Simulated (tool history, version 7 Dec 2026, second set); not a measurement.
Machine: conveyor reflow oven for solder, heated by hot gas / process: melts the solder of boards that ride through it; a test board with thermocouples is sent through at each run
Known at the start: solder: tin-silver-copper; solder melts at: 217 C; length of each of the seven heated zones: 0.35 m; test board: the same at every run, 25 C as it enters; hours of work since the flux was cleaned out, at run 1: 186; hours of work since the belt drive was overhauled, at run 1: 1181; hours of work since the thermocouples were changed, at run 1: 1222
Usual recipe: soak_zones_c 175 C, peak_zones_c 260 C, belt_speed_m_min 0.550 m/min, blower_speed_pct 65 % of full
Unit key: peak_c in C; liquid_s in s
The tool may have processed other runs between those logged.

run,day,soak_zones_c,peak_zones_c,belt_speed_m_min,blower_speed_pct,hours of work since the flux was cleaned out,hours of work since the belt drive was overhauled,hours of work since the thermocouples were changed,peak_c,liquid_s
1,0.000,175,260,0.550,65,186,1181,1222,246.8,52.7
# day 1.962: flux residue cleaned out of gas plates and filters
2,2.379,175,260,0.550,65,5,1208,1249,248.1,55.0
# day 3.258: thermocouples of zones 6 and 7 changed
3,4.996,175,260,0.550,65,37,1240,22,244.0,50.9
4,7.242,175,260,0.550,65,65,1268,50,243.5,50.7
# day 9.771: belt drive overhauled, speed set with a stopwatch
5,10.417,170,260,0.550,65,102,8,87,241.9,46.2
6,12.600,175,269,0.550,65,129,35,114,249.9,54.7
7,14.033,175,260,0.550,77,147,53,132,245.7,51.8
8,16.488,175,260,0.550,65,178,84,163,242.2,48.5
# day 19.062: flux residue cleaned out of gas plates and filters
9,19.671,175,260,0.550,65,8,121,200,244.1,50.5
10,21.738,175,260,0.550,65,33,146,225,244.1,50.7
11,24.133,175,260,0.550,65,63,176,255,243.5,50.1
12,26.962,175,260,0.550,65,98,211,291,243.6,50.1
13,30.304,175,260,0.550,65,140,253,332,243.5,49.8
14,32.979,173,260,0.550,65,173,286,365,242.6,48.5
# day 36.054: flux residue cleaned out of gas plates and filters
15,36.346,173,260,0.550,65,4,326,405,244.5,49.8
16,38.529,173,260,0.550,65,31,353,432,243.8,49.6
17,41.821,177,264,0.572,60,72,394,473,245.6,49.5
18,43.262,174,272,0.550,65,90,412,491,253.9,57.9
19,46.592,172,272,0.513,65,131,453,532,256.2,63.3
20,49.988,172,272,0.513,65,173,496,575,255.6,63.2
21,51.996,172,272,0.513,65,198,521,600,255.8,62.8
# day 52.862: flux residue cleaned out of gas plates and filters
22,54.908,168,272,0.488,65,25,554,633,258.7,67.7
23,57.642,170,266,0.496,65,60,588,667,252.3,62.7
24,59.883,161,266,0.614,65,87,616,695,243.1,39.2
25,62.975,161,266,0.614,65,126,655,734,242.5,39.0
26,66.125,161,261,0.488,65,165,694,773,247.3,55.6
27,69.338,161,260,0.488,65,205,734,813,245.9,55.0
# day 69.762: flux residue cleaned out of gas plates and filters
28,72.892,164,259,0.559,84,39,776,855,247.1,49.6
29,75.746,164,259,0.559,84,74,811,890,247.1,49.3

How would selected steps in peak_c from run to run divide? Give the signed amount a tool lacking its hidden state would still show from settings, what came in and random variation, and the signed amount left for the hidden state, including any gauge scatter that is not in both of the compared results.
What the log doesn't record here: heat that the gas passes to the board, % of a clean oven's; belt's true speed, % of the reading; true gas temperature in zones 6 and 7 over the reading, C; drift of the gauge itself on peak_c, C; drift of the gauge itself on liquid_s, %.
Run 2 -> 3: thermocouples of zones 6 and 7 changed. peak_c -4.1 C: hidden state -4.9, all else +0.8.
Run 17 -> 18: soak_zones_c 177 -> 174, peak_zones_c 264 -> 272, belt_speed_m_min 0.572 -> 0.550, blower_speed_pct 60 -> 65. peak_c +8.3 C: hidden state -0.1, all else +8.4.
Run 21 -> 22: soak_zones_c 172 -> 168, belt_speed_m_min 0.513 -> 0.488, flux residue cleaned out of gas plates and filters. peak_c +2.9 C: hidden state +1.9, all else +1.0.
Run 23 -> 24: soak_zones_c 170 -> 161, belt_speed_m_min 0.496 -> 0.614. peak_c -9.2 C: hidden state -0.5, all else -8.7.
